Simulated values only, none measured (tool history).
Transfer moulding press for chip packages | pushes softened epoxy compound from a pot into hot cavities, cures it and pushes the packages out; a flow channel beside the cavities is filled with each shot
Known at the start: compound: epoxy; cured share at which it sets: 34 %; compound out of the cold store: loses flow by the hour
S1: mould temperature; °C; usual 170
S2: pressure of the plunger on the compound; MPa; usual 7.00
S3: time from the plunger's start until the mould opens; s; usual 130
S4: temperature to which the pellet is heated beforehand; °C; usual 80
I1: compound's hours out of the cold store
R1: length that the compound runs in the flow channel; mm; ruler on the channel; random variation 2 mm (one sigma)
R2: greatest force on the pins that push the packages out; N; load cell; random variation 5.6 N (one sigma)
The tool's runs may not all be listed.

run   hour   S1    S2   S3  S4    I1   R1   R2
  1    0.0  170  7.00  130  80  40.3  679  202
  2   10.2  170  8.78  130  80  18.1  866  217
  3   21.8  170  8.78  130  80  10.5  911  223
  4   35.2  170  8.78  130  80  12.9  898  220
      42.7  -- cavities cleaned with cleaning compound and waxed
  5   43.7  170  8.78  130  80  37.9  765  208
  6   50.1  170  8.78  130  80   8.2  928  207
  7   60.2  170  6.76  130  80  40.5  663  200
  8   68.8  170  6.76  130  80  32.7  694  203
  9   81.9  170  6.76  130  80  45.0  648  195
 10   95.4  170  7.00  130  90  34.6  700  205
     110.1  -- cavities cleaned with cleaning compound and waxed
 11  110.1  177  7.00  130  90  20.8  737  162
 12  122.4  177  7.00  130  90  47.6  631  158
 13  132.4  170  7.00  163  80  27.2  733  160
 14  138.8  170  7.00  130  79  18.2  777  219
 15  152.7  170  8.05  130  80  41.8  718  207
 16  167.1  168  7.00  132  80  43.0  672  219
     177.4  -- cavities cleaned with cleaning compound and waxed
 17  179.4  163  7.00  132  83  13.0  830  354
 18  191.4  163  7.00  132  83  44.0  688  299
 19  198.5  163  7.00  132  83  30.5  743  307
 20  210.2  170  7.11  130  79  46.2  656  196
 21  217.8  169  5.21  120  76   9.5  707  284

The next listed run, before its measurement:
 22  230.0  170  6.44  130  73  27.2   ?   ?

Run 22 gave R1 706 mm, R2 209 N.
Without the tool's hidden state the same run would have given R1 706 mm, R2 206 N.

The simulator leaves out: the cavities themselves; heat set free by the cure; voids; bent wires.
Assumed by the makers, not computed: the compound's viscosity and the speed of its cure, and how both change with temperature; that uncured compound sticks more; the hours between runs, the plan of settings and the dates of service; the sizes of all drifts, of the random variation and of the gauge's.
